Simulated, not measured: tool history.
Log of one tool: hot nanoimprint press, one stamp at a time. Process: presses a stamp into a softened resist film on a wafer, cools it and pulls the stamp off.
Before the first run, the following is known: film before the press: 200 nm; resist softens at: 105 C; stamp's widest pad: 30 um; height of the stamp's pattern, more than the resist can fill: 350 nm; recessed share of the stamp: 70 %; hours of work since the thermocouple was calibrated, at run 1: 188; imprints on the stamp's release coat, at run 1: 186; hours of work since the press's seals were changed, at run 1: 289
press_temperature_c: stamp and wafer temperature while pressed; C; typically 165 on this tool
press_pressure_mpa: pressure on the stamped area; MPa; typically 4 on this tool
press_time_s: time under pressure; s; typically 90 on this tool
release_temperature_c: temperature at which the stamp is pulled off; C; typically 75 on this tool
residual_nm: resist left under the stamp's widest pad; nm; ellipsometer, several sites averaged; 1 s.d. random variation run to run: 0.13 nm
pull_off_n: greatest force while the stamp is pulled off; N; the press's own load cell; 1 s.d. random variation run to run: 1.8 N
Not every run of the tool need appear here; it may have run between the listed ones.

run,hour,press_temperature_c,press_pressure_mpa,press_time_s,release_temperature_c,hours of work since the thermocouple was calibrated,imprints on the stamp's release coat,hours of work since the press's seals were changed,residual_nm,pull_off_n
1,0,165,4,90,75,188,186,289,79.8,125
2,33.5,165,4,90,78,203,248,304,80,119
3,67.6,165,4,90,66,219,312,319,79.9,146
4,103.5,165,4,90,66,235,378,336,79.9,142
5,146.6,165,4,90,75,254,458,355,80.2,123
6,189,165,4,120,75,273,536,374,72.2,126
7,211.9,165,4,120,75,283,579,384,72.2,122
8,256.2,165,4,120,75,303,661,404,72.1,127
9,311.8,165,4,90,75,328,764,429,80,125
10,352.5,165,4,90,75,346,839,447,80.1,126
11,376.7,165,4,90,75,357,884,458,79.8,128
12,417.9,165,4,90,75,376,960,476,79.7,125
13,469,165,4,90,75,399,1055,499,80,123
14,498.8,165,4,90,75,412,1110,513,80,128
# hour 504.3: plate thermocouple calibrated
15,545.2,173,4,90,75,18,1190,532,58,126
16,582.4,160,4.62,118,75,35,1259,549,83.6,125
17,625.3,165,2.9,106,75,54,1338,568,90.1,124
18,663.4,165,6.23,162,75,71,1409,585,49.9,124
# hour 688: stamp cleaned and given a new release coat
19,720.6,165,4,90,65,94,61,608,80.2,147
20,748.5,162,4.04,90,75,107,112,620,90.5,121
21,800.6,165,4,75,73,130,209,644,85.4,128
22,832.2,165,4,166,67,144,267,658,64.5,141
23,881.8,160,4,61,75,166,359,680,111.6,126
24,918,160,4,61,75,183,426,696,111.5,124
25,951.4,157,4,61,75,198,488,711,125.2,123
26,984.2,158,4.57,77,75,212,548,726,105.3,124
27,1019.2,164,2.61,53,69,228,613,742,122.5,137
28,1058.1,171,4,77,67,245,685,759,65.9,138
29,1101.9,171,4,77,74,265,766,779,66.2,126

Branching from run 29: 3 alternative next runs. What would each branch give?
A,1144.5,165,4,55,75,284,845,798,?,?
B,1144.5,163,4,77,70,284,845,798,?,?
C,1144.5,167,4,101,71,284,845,798,?,?

run,residual_nm,pull_off_n
A,94.7,123
B,91.8,136
C,70.8,136
Without the tool's unlogged condition, the same runs would have read:
run,residual_nm,pull_off_n
A,94.7,122
B,91.8,135
C,70.8,135

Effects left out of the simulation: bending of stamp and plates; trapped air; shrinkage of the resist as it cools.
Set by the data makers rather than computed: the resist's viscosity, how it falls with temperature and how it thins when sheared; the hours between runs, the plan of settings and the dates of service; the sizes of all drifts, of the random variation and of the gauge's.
